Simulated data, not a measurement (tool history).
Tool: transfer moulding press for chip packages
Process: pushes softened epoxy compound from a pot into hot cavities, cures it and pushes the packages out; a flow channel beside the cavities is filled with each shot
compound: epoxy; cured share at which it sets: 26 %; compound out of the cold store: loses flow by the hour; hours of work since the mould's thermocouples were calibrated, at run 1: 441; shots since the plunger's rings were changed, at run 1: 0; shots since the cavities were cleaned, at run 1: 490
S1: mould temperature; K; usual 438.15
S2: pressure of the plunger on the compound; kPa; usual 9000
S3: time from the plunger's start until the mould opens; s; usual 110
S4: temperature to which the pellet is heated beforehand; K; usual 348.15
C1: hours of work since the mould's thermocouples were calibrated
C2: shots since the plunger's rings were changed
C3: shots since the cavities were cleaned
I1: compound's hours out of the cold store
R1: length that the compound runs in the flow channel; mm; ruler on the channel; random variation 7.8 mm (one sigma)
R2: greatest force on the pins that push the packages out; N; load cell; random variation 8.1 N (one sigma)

run,hour,S1,S2,S3,S4,C1,C2,C3,I1,R1,R2
1,0.0,438.15,9000,110,348.15,441,0,490,29.2,907,462
2,38.1,438.15,8270,110,348.15,456,254,744,23.3,882,501
# hour 61.7: cavities cleaned with cleaning compound and waxed
3,73.5,438.15,8270,110,348.15,470,480,79,27.5,850,420
4,110.0,437.15,9000,110,348.15,485,723,322,37.8,877,454
5,137.0,438.15,9000,109,348.15,496,904,503,31.3,870,498
6,163.3,438.15,10000,110,348.15,506,1079,678,8.0,1016,483
# hour 197.3: cavities cleaned with cleaning compound and waxed
7,207.0,438.15,9000,126,348.15,523,1361,65,12.6,954,355
8,239.4,438.15,9000,126,348.15,536,1577,281,28.3,883,381
# hour 245.1: mould's thermocouples calibrated
9,267.2,438.15,9000,110,345.15,9,1749,453,23.9,898,484
10,307.7,438.15,9000,110,345.15,25,2019,723,12.1,950,535
# hour 333.8: cavities cleaned with cleaning compound and waxed
11,341.6,438.15,9000,110,345.15,38,2235,52,46.4,800,390
# hour 361.1: mould's thermocouples calibrated, once more
12,381.3,438.15,9000,110,345.15,8,2487,304,24.9,873,432
13,407.1,438.15,9000,110,345.15,19,2659,476,44.2,782,442
14,439.6,438.15,9000,110,345.15,32,2875,692,44.8,809,485
15,465.4,439.15,6800,110,348.15,42,3048,865,43.5,698,489
# hour 470.5: cavities cleaned with cleaning compound and waxed
16,487.2,439.15,7330,144,341.15,50,3183,111,30.0,760,342
17,520.8,439.15,7330,144,341.15,64,3407,335,30.7,763,382
18,560.3,432.15,7330,118,341.15,80,3671,599,19.4,799,570
19,592.9,438.15,7840,110,353.15,93,3889,817,45.7,724,474
# hour 605.2: cavities cleaned with cleaning compound and waxed
20,620.2,446.15,10250,110,353.15,103,4061,100,15.4,921,338
# hour 650.9: plunger's sealing rings changed
21,650.9,446.15,10250,110,353.15,115,0,288,36.4,911,359
22,681.8,446.15,10250,110,353.15,127,206,494,46.4,872,406
23,710.7,431.15,8780,110,353.15,139,399,687,12.1,973,743
# hour 743.9: cavities cleaned with cleaning compound and waxed
24,747.8,438.15,7610,110,341.15,153,636,25,31.0,807,372
25,767.1,438.15,7610,110,341.15,161,765,154,34.5,803,408
26,797.6,434.15,6890,110,341.15,173,968,357,15.1,835,548
27,831.2,438.15,8420,145,348.15,187,1192,581,8.5,929,410

Forecast each of these 5 alternatives for the next run:
A,861.6,438.15,7830,110,348.15,199,1396,785,10.7,?,?
B,861.6,438.15,9960,110,348.15,199,1396,785,15.3,?,?
C,861.6,438.15,8420,133,348.15,199,1396,785,46.6,?,?
D,861.6,435.15,9000,137,354.15,199,1396,785,32.3,?,?
E,861.6,444.15,8800,110,344.15,199,1396,785,11.6,?,?

run,R1,R2
A,892,507
B,981,508
C,799,436
D,872,466
E,909,446
Without the tool's hidden state the same runs would have given:
run,R1,R2
A,915,358
B,1006,358
C,819,309
D,895,332
E,932,317
